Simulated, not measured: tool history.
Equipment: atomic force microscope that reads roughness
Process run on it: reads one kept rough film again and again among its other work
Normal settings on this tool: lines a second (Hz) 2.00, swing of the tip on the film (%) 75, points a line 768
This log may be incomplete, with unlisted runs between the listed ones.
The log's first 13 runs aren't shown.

run	hour	lines a second (Hz)	swing of the tip on the film (%)	points a line	roughness of the kept film (nm (root mean square))
14	303.0	1.02	69	768	3.164
15	325.5	1.02	69	768	3.142
16	344.8	2.00	75	380	2.902
# hour 358.9: new tip fitted
17	362.8	2.25	90	306	2.840
18	383.2	3.17	63	768	3.289
19	409.6	3.17	63	272	3.216
20	426.5	2.07	75	523	3.093
21	454.3	2.00	59	809	3.279
22	475.0	2.43	85	842	2.733

Estimate the outcome of run 23 from the log above:
23	490.0	2.00	81	768	?

roughness of the kept film (nm (root mean square)): 2.853
Minus the tool's unlogged condition, the same run would have read roughness of the kept film (nm (root mean square)) 3.112.

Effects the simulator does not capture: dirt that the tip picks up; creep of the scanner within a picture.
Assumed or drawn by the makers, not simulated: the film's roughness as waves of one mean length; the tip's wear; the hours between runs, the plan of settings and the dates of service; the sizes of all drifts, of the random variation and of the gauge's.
